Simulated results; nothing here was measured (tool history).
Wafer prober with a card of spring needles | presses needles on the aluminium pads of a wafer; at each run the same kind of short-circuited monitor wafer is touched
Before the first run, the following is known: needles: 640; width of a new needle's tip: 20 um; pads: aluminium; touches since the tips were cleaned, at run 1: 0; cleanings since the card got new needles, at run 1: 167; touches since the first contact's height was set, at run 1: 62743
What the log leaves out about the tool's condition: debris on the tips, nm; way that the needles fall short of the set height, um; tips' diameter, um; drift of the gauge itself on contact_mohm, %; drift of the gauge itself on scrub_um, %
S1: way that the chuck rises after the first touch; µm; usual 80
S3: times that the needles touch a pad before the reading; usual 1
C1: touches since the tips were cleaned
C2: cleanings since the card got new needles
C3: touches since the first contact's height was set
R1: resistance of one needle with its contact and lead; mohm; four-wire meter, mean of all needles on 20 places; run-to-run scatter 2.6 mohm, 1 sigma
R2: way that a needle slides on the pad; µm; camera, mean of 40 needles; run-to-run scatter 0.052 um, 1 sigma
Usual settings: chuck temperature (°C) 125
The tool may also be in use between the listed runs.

Run 1, hour 0: usual settings; C1 0; C2 167; C3 62743. Result: R1 302 mohm, R2 19.91 µm.
At hour 9.8: tips cleaned on abrasive film.
At hour 19.5: tips cleaned on abrasive film.
At hour 29.3: tips cleaned on abrasive film.
At hour 39.1: tips cleaned on abrasive film.
At hour 46.9: tips cleaned on abrasive film.
Run 2, hour 49.2: usual settings; C1 1102; C2 172; C3 86005. Result: R1 303 mohm, R2 19.8 µm.
At hour 55.1: tips cleaned on abrasive film.
At hour 62.9: tips cleaned on abrasive film.
At hour 72.7: tips cleaned on abrasive film.
Run 3, hour 78: usual settings; C1 2550; C2 175; C3 99634. Result: R1 305 mohm, R2 19.83 µm.
At hour 82: tips cleaned on abrasive film.
At hour 91.7: tips cleaned on abrasive film.
At hour 99.6: tips cleaned on abrasive film.
Run 4, hour 101.6: usual settings but S1 62 µm; C1 979; C2 178; C3 110771. Result: R1 306 mohm, R2 15.35 µm.
At hour 107.5: tips cleaned on abrasive film.
At hour 115.3: tips cleaned on abrasive film.
At hour 125.1: tips cleaned on abrasive film.
At hour 132.9: tips cleaned on abrasive film.
At hour 142.7: tips cleaned on abrasive film.
At hour 144.9: height of the first contact set anew.
Run 5, hour 150.2: usual settings but S1 62 µm; C1 3426; C2 183; C3 2502. Result: R1 303 mohm, R2 15.35 µm.
At hour 152.2: tips cleaned on abrasive film.
At hour 160: tips cleaned on abrasive film.
At hour 169.8: tips cleaned on abrasive film.
At hour 179.6: tips cleaned on abrasive film.
At hour 189.3: tips cleaned on abrasive film.
Run 6, hour 192.3: usual settings; C1 1432; C2 188; C3 22402. Result: R1 299 mohm, R2 19.81 µm.
At hour 198.2: tips cleaned on abrasive film.
At hour 206: tips cleaned on abrasive film.
At hour 215.8: tips cleaned on abrasive film.
At hour 225.6: tips cleaned on abrasive film.
At hour 235.3: tips cleaned on abrasive film.
Run 7, hour 236.1: usual settings; C1 355; C2 193; C3 43073. Result: R1 302 mohm, R2 19.79 µm.
At hour 243.9: tips cleaned on abrasive film.
At hour 251.7: tips cleaned on abrasive film.
At hour 261.5: tips cleaned on abrasive film.
At hour 271.3: tips cleaned on abrasive film.
At hour 281: tips cleaned on abrasive film.
Run 8, hour 281.3: usual settings; C1 135; C2 198; C3 64445. Result: R1 297 mohm, R2 19.76 µm.
At hour 289.1: tips cleaned on abrasive film.
At hour 297: tips cleaned on abrasive film.
At hour 306.7: tips cleaned on abrasive film.
At hour 314.6: tips cleaned on abrasive film.
Run 9, hour 319.2: usual settings but S1 75 µm; C1 2190; C2 202; C3 82331. Result: R1 300 mohm, R2 18.61 µm.
At hour 323.1: tips cleaned on abrasive film.
At hour 332.9: tips cleaned on abrasive film.
At hour 342.6: tips cleaned on abrasive film.
At hour 352.4: tips cleaned on abrasive film.
At hour 360.2: tips cleaned on abrasive film.
At hour 370: tips cleaned on abrasive film.
Run 10, hour 375.8: usual settings but S1 75 µm; C1 2770; C2 208; C3 109109. Result: R1 300 mohm, R2 18.61 µm.
At hour 379.8: tips cleaned on abrasive film.
At hour 387.6: tips cleaned on abrasive film.
At hour 397.4: tips cleaned on abrasive film.
At hour 405.2: tips cleaned on abrasive film.
Run 11, hour 407.6: usual settings but S1 71 µm; C1 1156; C2 212; C3 124116. Result: R1 300 mohm, R2 17.63 µm.
At hour 413.5: tips cleaned on abrasive film.
At hour 421.5: height of the first contact set anew.
At hour 423.6: tips cleaned on abrasive film.
At hour 431.4: tips cleaned on abrasive film.
At hour 441.2: tips cleaned on abrasive film.
Run 12, hour 445.5: usual settings but S1 61 µm, chuck temperature (°C) 42, S3 2; C1 2077; C2 216; C3 11310. Result: R1 282 mohm, R2 15.09 µm.
At hour 449.5: tips cleaned on abrasive film.
At hour 459.2: tips cleaned on abrasive film.
At hour 469: tips cleaned on abrasive film.
At hour 476.8: tips cleaned on abrasive film.
Run 13, hour 477.7: usual settings but S1 61 µm, chuck temperature (°C) 42, S3 2; C1 431; C2 220; C3 26515. Result: R1 284 mohm, R2 15.1 µm.
At hour 485.6: tips cleaned on abrasive film.
At hour 495.3: tips cleaned on abrasive film.
At hour 503.2: tips cleaned on abrasive film.
At hour 512.9: tips cleaned on abrasive film.
At hour 520.8: tips cleaned on abrasive film.
At hour 528.6: tips cleaned on abrasive film.
Run 14, hour 533.4: usual settings but S1 60 µm, chuck temperature (°C) 122, S3 3; C1 2295; C2 226; C3 52818. Result: R1 310 mohm, R2 14.84 µm.
At hour 537.4: tips cleaned on abrasive film.
At hour 545.2: tips cleaned on abrasive film.
At hour 553: tips cleaned on abrasive film.
At hour 562.8: tips cleaned on abrasive film.
Run 15, hour 566.1: usual settings but S1 81 µm, chuck temperature (°C) 122, S3 3; C1 1600; C2 230; C3 68269. Result: R1 301 mohm, R2 20.14 µm.
At hour 572: tips cleaned on abrasive film.
At hour 579.9: tips cleaned on abrasive film.
At hour 589.6: tips cleaned on abrasive film.
At hour 597.5: tips cleaned on abrasive film.
At hour 607.2: tips cleaned on abrasive film.
At hour 615.1: tips cleaned on abrasive film.
Run 16, hour 615.1: usual settings but S1 63 µm, chuck temperature (°C) 122, S3 3; C1 0; C2 236; C3 91372. Result: R1 310 mohm, R2 15.59 µm.
At hour 624.8: tips cleaned on abrasive film.
At hour 634.6: tips cleaned on abrasive film.
At hour 644.3: tips cleaned on abrasive film.
At hour 652.2: tips cleaned on abrasive film.
At hour 661.9: tips cleaned on abrasive film.
At hour 669.8: tips cleaned on abrasive film.
Run 17, hour 672.2: usual settings but S1 63 µm, chuck temperature (°C) 122, S3 3; C1 1176; C2 242; C3 118373. Result: R1 309 mohm, R2 15.62 µm.
At hour 678.1: tips cleaned on abrasive film.
At hour 685.9: tips cleaned on abrasive film.
At hour 695.7: tips cleaned on abrasive film.
At hour 697.9: height of the first contact set anew.
At hour 705.8: tips cleaned on abrasive film.
At hour 715.5: tips cleaned on abrasive film.
At hour 723.4: tips cleaned on abrasive film.
Run 18, hour 729.4: usual settings but S1 63 µm, chuck temperature (°C) 50; C1 2874; C2 248; C3 14878. Result: R1 282 mohm, R2 15.63 µm.

Run 19 has not been measured yet. What should we expect?
At hour 731.4: tips cleaned on abrasive film.
At hour 741.2: tips cleaned on abrasive film.
At hour 750.9: tips cleaned on abrasive film.
Run 19, hour 753.4: usual settings but chuck temperature (°C) 98, S3 2; C1 1190; C2 251; C3 26224. Result: R1 ?, R2 ?.

{"run 19": {"R1": 290, "R2": 19.84}}
Take away the tool's hidden state, keep the run-to-run variation as it was, and the same run would have given R1 290 mohm, R2 19.84 µm.

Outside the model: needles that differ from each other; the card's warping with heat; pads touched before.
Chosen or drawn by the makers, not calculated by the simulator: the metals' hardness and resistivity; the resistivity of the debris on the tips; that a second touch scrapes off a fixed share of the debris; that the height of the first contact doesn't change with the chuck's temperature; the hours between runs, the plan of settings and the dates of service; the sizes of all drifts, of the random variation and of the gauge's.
